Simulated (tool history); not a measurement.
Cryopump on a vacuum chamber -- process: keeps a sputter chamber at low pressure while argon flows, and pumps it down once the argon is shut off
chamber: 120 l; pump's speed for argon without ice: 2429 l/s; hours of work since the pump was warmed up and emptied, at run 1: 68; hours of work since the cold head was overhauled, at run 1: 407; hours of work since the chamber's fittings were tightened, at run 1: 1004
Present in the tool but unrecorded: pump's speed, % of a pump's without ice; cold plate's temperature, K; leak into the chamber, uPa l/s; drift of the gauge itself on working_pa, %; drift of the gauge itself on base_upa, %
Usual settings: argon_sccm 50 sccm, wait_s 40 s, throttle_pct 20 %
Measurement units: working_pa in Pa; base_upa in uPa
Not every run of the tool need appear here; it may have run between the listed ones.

| run | hour | argon_sccm | wait_s | throttle_pct | hours of work since the pump was warmed up and emptied | hours of work since the cold head was overhauled | hours of work since the chamber's fittings were tightened | working_pa | base_upa |
|---|---|---|---|---|---|---|---|---|---|
| 1 | 0 | 50 | 40 | 20 | 68 | 407 | 1004 | 0.1741 | 1.09 |
| 2 | 97.6 | 50 | 40 | 34 | 124 | 463 | 1060 | 0.1048 | 1.09 |
| 3 | 150.2 | 50 | 40 | 34 | 154 | 493 | 1090 | 0.1049 | 1.11 |
| 4 | 199.9 | 50 | 40 | 34 | 182 | 522 | 1118 | 0.106 | 1.17 |
| 5 | 296.9 | 50 | 40 | 34 | 238 | 578 | 1174 | 0.1075 | 1.16 |
| 6 | 382.7 | 50 | 40 | 34 | 287 | 627 | 1223 | 0.1104 | 1.22 |
| 7 | 472.5 | 50 | 40 | 31 | 339 | 678 | 1275 | 0.1202 | 1.26 |
|  | 484.8 | pump warmed up, emptied and cooled again |
| 8 | 578.1 | 50 | 40 | 20 | 54 | 736 | 1332 | 0.1758 | 1.15 |
| 9 | 646.3 | 50 | 40 | 42 | 93 | 775 | 1372 | 0.0857 | 1.25 |
| 10 | 705.3 | 50 | 40 | 22 | 126 | 809 | 1405 | 0.1622 | 1.22 |
| 11 | 758.1 | 50 | 40 | 22 | 157 | 839 | 1436 | 0.1621 | 1.2 |
| 12 | 823.9 | 50 | 40 | 22 | 194 | 877 | 1473 | 0.1638 | 1.32 |
| 13 | 900.6 | 50 | 62 | 20 | 238 | 921 | 1517 | 0.1802 | 1.09 |
| 14 | 986.5 | 38 | 40 | 20 | 288 | 970 | 1567 | 0.1381 | 1.34 |
| 15 | 1055.8 | 50 | 47 | 20 | 327 | 1010 | 1606 | 0.1841 | 1.31 |
|  | 1081.3 | pump warmed up, emptied and cooled again |
| 16 | 1135.2 | 45 | 40 | 30 | 31 | 1053 | 1649 | 0.106 | 1.24 |
| 17 | 1219.4 | 37 | 40 | 20 | 79 | 1101 | 1697 | 0.1308 | 1.25 |
| 18 | 1276.5 | 30 | 87 | 20 | 112 | 1134 | 1730 | 0.1067 | 0.94 |
|  | 1325.6 | leaking fittings of the chamber tightened, without venting |
| 19 | 1350 | 34 | 41 | 54 | 153 | 1175 | 14 | 0.0475 | 0.77 |
| 20 | 1429.1 | 99 | 20 | 26 | 198 | 1220 | 59 | 0.2766 | 1.48 |
| 21 | 1507.2 | 99 | 20 | 26 | 243 | 1265 | 104 | 0.2794 | 1.5 |
| 22 | 1592.9 | 59 | 46 | 19 | 292 | 1314 | 153 | 0.2279 | 0.78 |
|  | 1679.2 | pump warmed up, emptied and cooled again |
| 23 | 1679.2 | 59 | 46 | 19 | 0 | 1361 | 200 | 0.2187 | 0.74 |
| 24 | 1756 | 50 | 25 | 51 | 44 | 1405 | 244 | 0.0688 | 1.23 |
| 25 | 1826 | 62 | 35 | 29 | 84 | 1445 | 284 | 0.1522 | 0.96 |
| 26 | 1912 | 62 | 35 | 29 | 134 | 1494 | 333 | 0.1531 | 0.98 |
| 27 | 1997.1 | 62 | 35 | 29 | 182 | 1543 | 382 | 0.1568 | 0.97 |
| 28 | 2074.7 | 62 | 35 | 29 | 227 | 1587 | 427 | 0.1568 | 1.01 |
| 29 | 2148.9 | 62 | 35 | 29 | 269 | 1630 | 469 | 0.1608 | 1.07 |

Consider 4 possible next runs. They are alternatives, not a sequence: every one starts from the tool as it was left by run 29. What does each give?
| A | 2194.7 | 61 | 40 | 20 | 296 | 1656 | 496 | ? | ? |
| B | 2194.7 | 39 | 84 | 26 | 296 | 1656 | 496 | ? | ? |
| C | 2194.7 | 23 | 40 | 20 | 296 | 1656 | 496 | ? | ? |
| D | 2194.7 | 70 | 175 | 45 | 296 | 1656 | 496 | ? | ? |

| run | working_pa | base_upa |
|---|---|---|
| A | 0.2254 | 1 |
| B | 0.1113 | 0.63 |
| C | 0.0846 | 0.97 |
| D | 0.1224 | 0.52 |
With no hidden state in the tool, these same runs would have given:
| run | working_pa | base_upa |
|---|---|---|
| A | 0.2136 | 0.79 |
| B | 0.1037 | 0.42 |
| C | 0.0802 | 0.75 |
| D | 0.1088 | 0.31 |
